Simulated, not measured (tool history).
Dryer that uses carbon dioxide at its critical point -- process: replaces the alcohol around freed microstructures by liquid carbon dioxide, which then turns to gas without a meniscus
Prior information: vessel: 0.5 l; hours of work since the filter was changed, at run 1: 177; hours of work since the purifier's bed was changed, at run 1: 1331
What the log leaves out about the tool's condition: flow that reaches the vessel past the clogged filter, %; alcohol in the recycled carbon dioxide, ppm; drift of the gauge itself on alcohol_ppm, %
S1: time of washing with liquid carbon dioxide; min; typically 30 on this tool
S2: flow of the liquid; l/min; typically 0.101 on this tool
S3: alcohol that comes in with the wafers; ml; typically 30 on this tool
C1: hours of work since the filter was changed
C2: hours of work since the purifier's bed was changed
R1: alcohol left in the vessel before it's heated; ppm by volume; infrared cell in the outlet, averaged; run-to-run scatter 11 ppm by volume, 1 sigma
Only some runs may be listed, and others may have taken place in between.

run 1 hour=0.0 | S1=30 S2=0.101 S3=30 | C1=177 C2=1331 | R1=1160
run 2 hour=38.6 | S1=30 S2=0.101 S3=30 | C1=205 C2=1359 | R1=1286
run 3 hour=88.0 | S1=30 S2=0.101 S3=30 | C1=242 C2=1396 | R1=1371
-- hour=99.9 purifier's bed changed
run 4 hour=134.7 | S1=30 S2=0.101 S3=30 | C1=275 C2=26 | R1=1244
run 5 hour=168.0 | S1=30 S2=0.101 S3=30 | C1=299 C2=51 | R1=1380
-- hour=185.6 inlet filter changed
run 6 hour=208.5 | S1=30 S2=0.101 S3=30 | C1=17 C2=80 | R1=751
run 7 hour=252.1 | S1=30 S2=0.101 S3=30 | C1=50 C2=113 | R1=772
run 8 hour=300.6 | S1=30 S2=0.101 S3=30 | C1=86 C2=149 | R1=835
run 9 hour=341.5 | S1=30 S2=0.101 S3=30 | C1=116 C2=179 | R1=929
run 10 hour=364.8 | S1=30 S2=0.143 S3=30 | C1=133 C2=197 | R1=173
run 11 hour=398.5 | S1=30 S2=0.143 S3=30 | C1=158 C2=222 | R1=198
run 12 hour=448.0 | S1=42 S2=0.143 S3=90 | C1=195 C2=258 | R1=98
run 13 hour=474.3 | S1=19 S2=0.088 S3=90 | C1=215 C2=278 | R1=20480
run 14 hour=527.5 | S1=24 S2=0.101 S3=30 | C1=255 C2=318 | R1=2821
run 15 hour=574.6 | S1=21 S2=0.065 S3=30 | C1=290 C2=353 | R1=11293
-- hour=603.0 inlet filter changed
run 16 hour=623.2 | S1=30 S2=0.131 S3=45 | C1=15 C2=388 | R1=329
run 17 hour=675.2 | S1=19 S2=0.131 S3=28 | C1=54 C2=427 | R1=1591
run 18 hour=710.2 | S1=20 S2=0.093 S3=28 | C1=80 C2=453 | R1=4216
run 19 hour=761.6 | S1=20 S2=0.093 S3=28 | C1=118 C2=491 | R1=4338
run 20 hour=791.6 | S1=20 S2=0.093 S3=28 | C1=140 C2=514 | R1=4421

Consider 4 possible next runs. They are alternatives, not a sequence: every one starts from the tool as it was left by run 20. What does each give?
run A hour=844.9 | S1=23 S2=0.101 S3=84 | C1=180 C2=553 | R1=?
run B hour=844.9 | S1=34 S2=0.116 S3=31 | C1=180 C2=553 | R1=?
run C hour=844.9 | S1=30 S2=0.159 S3=47 | C1=180 C2=553 | R1=?
run D hour=844.9 | S1=20 S2=0.101 S3=21 | C1=180 C2=553 | R1=?

run=A R1=7641
run=B R1=386
run=C R1=220
run=D R1=2879
Without the tool's unlogged condition, the same runs would have read:
run=A R1=5411
run=B R1=178
run=C R1=76
run=D R1=2097

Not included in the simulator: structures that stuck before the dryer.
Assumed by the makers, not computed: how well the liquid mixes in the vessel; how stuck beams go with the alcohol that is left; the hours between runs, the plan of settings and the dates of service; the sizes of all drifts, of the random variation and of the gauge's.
